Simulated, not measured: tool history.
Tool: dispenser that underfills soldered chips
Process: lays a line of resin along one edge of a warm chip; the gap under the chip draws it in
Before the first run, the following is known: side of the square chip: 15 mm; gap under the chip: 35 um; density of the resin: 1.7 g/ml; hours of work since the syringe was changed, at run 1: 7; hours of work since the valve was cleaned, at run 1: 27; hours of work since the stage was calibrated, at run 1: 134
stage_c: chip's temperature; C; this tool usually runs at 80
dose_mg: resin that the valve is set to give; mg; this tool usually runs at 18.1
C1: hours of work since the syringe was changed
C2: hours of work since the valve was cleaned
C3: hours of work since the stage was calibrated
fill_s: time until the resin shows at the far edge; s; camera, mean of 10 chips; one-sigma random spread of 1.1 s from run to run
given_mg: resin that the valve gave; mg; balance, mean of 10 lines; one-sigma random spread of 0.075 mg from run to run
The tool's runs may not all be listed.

run 1 hour=0 | stage_c=80 dose_mg=18.1 | C1=7 C2=27 C3=134 | fill_s=173.8 given_mg=17.79
-- hour=2.3 new syringe of resin
run 2 hour=5.4 | stage_c=80 dose_mg=18.1 | C1=2 C2=31 C3=138 | fill_s=124.2 given_mg=17.87
run 3 hour=11.3 | stage_c=78 dose_mg=18.1 | C1=7 C2=35 C3=142 | fill_s=189 given_mg=17.67
-- hour=13.9 new syringe of resin
run 4 hour=14.9 | stage_c=78 dose_mg=18.1 | C1=1 C2=38 C3=144 | fill_s=119.7 given_mg=17.87
run 5 hour=17.9 | stage_c=93 dose_mg=18.1 | C1=3 C2=40 C3=147 | fill_s=79.6 given_mg=17.81
run 6 hour=24.5 | stage_c=85 dose_mg=18.1 | C1=8 C2=44 C3=151 | fill_s=158.3 given_mg=17.6
-- hour=25.8 new syringe of resin
run 7 hour=30.3 | stage_c=85 dose_mg=18.1 | C1=3 C2=48 C3=155 | fill_s=110.8 given_mg=17.77
run 8 hour=35.2 | stage_c=85 dose_mg=18.1 | C1=7 C2=52 C3=159 | fill_s=149.8 given_mg=17.61
-- hour=37.3 new syringe of resin
run 9 hour=41.1 | stage_c=73 dose_mg=18.1 | C1=3 C2=56 C3=163 | fill_s=170.9 given_mg=17.61
run 10 hour=46 | stage_c=73 dose_mg=18.1 | C1=6 C2=60 C3=167 | fill_s=225.8 given_mg=17.61
-- hour=49 new syringe of resin
run 11 hour=51.6 | stage_c=80 dose_mg=18.1 | C1=2 C2=64 C3=170 | fill_s=121.2 given_mg=17.54
run 12 hour=55 | stage_c=80 dose_mg=18.1 | C1=4 C2=66 C3=173 | fill_s=145.5 given_mg=17.5
-- hour=60.7 new syringe of resin
run 13 hour=60.7 | stage_c=80 dose_mg=18.1 | C1=0 C2=70 C3=177 | fill_s=105.3 given_mg=17.46
run 14 hour=64 | stage_c=73 dose_mg=18.1 | C1=2 C2=72 C3=179 | fill_s=166.6 given_mg=17.52
run 15 hour=69.4 | stage_c=80 dose_mg=18.1 | C1=6 C2=76 C3=183 | fill_s=172.2 given_mg=17.48
-- hour=72.5 new syringe of resin
run 16 hour=75.3 | stage_c=80 dose_mg=18.1 | C1=2 C2=80 C3=187 | fill_s=120.4 given_mg=17.38
run 17 hour=79.7 | stage_c=80 dose_mg=18.1 | C1=5 C2=84 C3=191 | fill_s=158.1 given_mg=17.51
-- hour=84.3 new syringe of resin
run 18 hour=86.2 | stage_c=80 dose_mg=18.1 | C1=1 C2=88 C3=195 | fill_s=119.4 given_mg=17.48
run 19 hour=90.5 | stage_c=81 dose_mg=19.8 | C1=5 C2=91 C3=198 | fill_s=143.6 given_mg=18.96
-- hour=95.9 new syringe of resin
run 20 hour=96.5 | stage_c=81 dose_mg=19.8 | C1=0 C2=95 C3=202 | fill_s=102.6 given_mg=19.01
run 21 hour=102.9 | stage_c=69 dose_mg=17.7 | C1=5 C2=100 C3=207 | fill_s=238.5 given_mg=16.98
run 22 hour=106.1 | stage_c=65 dose_mg=18.1 | C1=7 C2=102 C3=209 | fill_s=338.5 given_mg=17.37
-- hour=107.7 new syringe of resin
-- hour=112.2 dispensing valve cleaned and set on the balance
run 23 hour=113.2 | stage_c=86 dose_mg=18.1 | C1=3 C2=1 C3=214 | fill_s=107.2 given_mg=18.12
run 24 hour=117.5 | stage_c=86 dose_mg=18.1 | C1=6 C2=4 C3=217 | fill_s=137 given_mg=17.94
-- hour=120.3 new syringe of resin
run 25 hour=122.4 | stage_c=71 dose_mg=22.2 | C1=2 C2=7 C3=220 | fill_s=170.4 given_mg=22.09
run 26 hour=128 | stage_c=91 dose_mg=17.4 | C1=6 C2=11 C3=224 | fill_s=109 given_mg=17.23
-- hour=132.2 new syringe of resin
run 27 hour=134.4 | stage_c=82 dose_mg=16.6 | C1=2 C2=16 C3=229 | fill_s=113.2 given_mg=16.41
run 28 hour=139.3 | stage_c=82 dose_mg=17.6 | C1=5 C2=19 C3=232 | fill_s=145 given_mg=17.38
-- hour=143.9 new syringe of resin
run 29 hour=144.1 | stage_c=72 dose_mg=20.2 | C1=0 C2=23 C3=235 | fill_s=144.7 given_mg=20.02
run 30 hour=148.6 | stage_c=72 dose_mg=20.2 | C1=3 C2=26 C3=239 | fill_s=188.7 given_mg=19.97
run 31 hour=152 | stage_c=87 dose_mg=20.2 | C1=6 C2=28 C3=241 | fill_s=126.3 given_mg=19.89
-- hour=155.8 new syringe of resin
run 32 hour=158.7 | stage_c=87 dose_mg=20.2 | C1=2 C2=33 C3=246 | fill_s=93.6 given_mg=19.84
run 33 hour=163.1 | stage_c=87 dose_mg=20.2 | C1=5 C2=36 C3=249 | fill_s=120.2 given_mg=19.71
-- hour=167.6 new syringe of resin
run 34 hour=169.5 | stage_c=85 dose_mg=19 | C1=1 C2=41 C3=253 | fill_s=95.8 given_mg=18.62
run 35 hour=174.4 | stage_c=85 dose_mg=19 | C1=5 C2=44 C3=257 | fill_s=129.6 given_mg=18.51

Hidden state or all else? Some run-to-run changes of fill_s, split into what the settings, what came in and random variation would give without the hidden state, and what is left for the hidden state (with any gauge scatter that isn't in both results):
Unlogged tool condition in this case: resin's viscosity, % of fresh resin's; dose that the valve gives, % of what is set; true chip temperature over the reading, C; drift of the gauge itself on fill_s, %; drift of the gauge itself on given_mg, %.
Run 10 -> 11: stage_c 73 -> 80, new syringe of resin. fill_s -104.6 s: hidden state -71.1, all else -33.5.
Run 20 -> 21: stage_c 81 -> 69, dose_mg 19.8 -> 17.7. fill_s +135.9 s: hidden state +75.5, all else +60.4.
Run 22 -> 23: stage_c 65 -> 86, new syringe of resin, dispensing valve cleaned and set on the balance. fill_s -231.3 s: hidden state -125.5, all else -105.8.
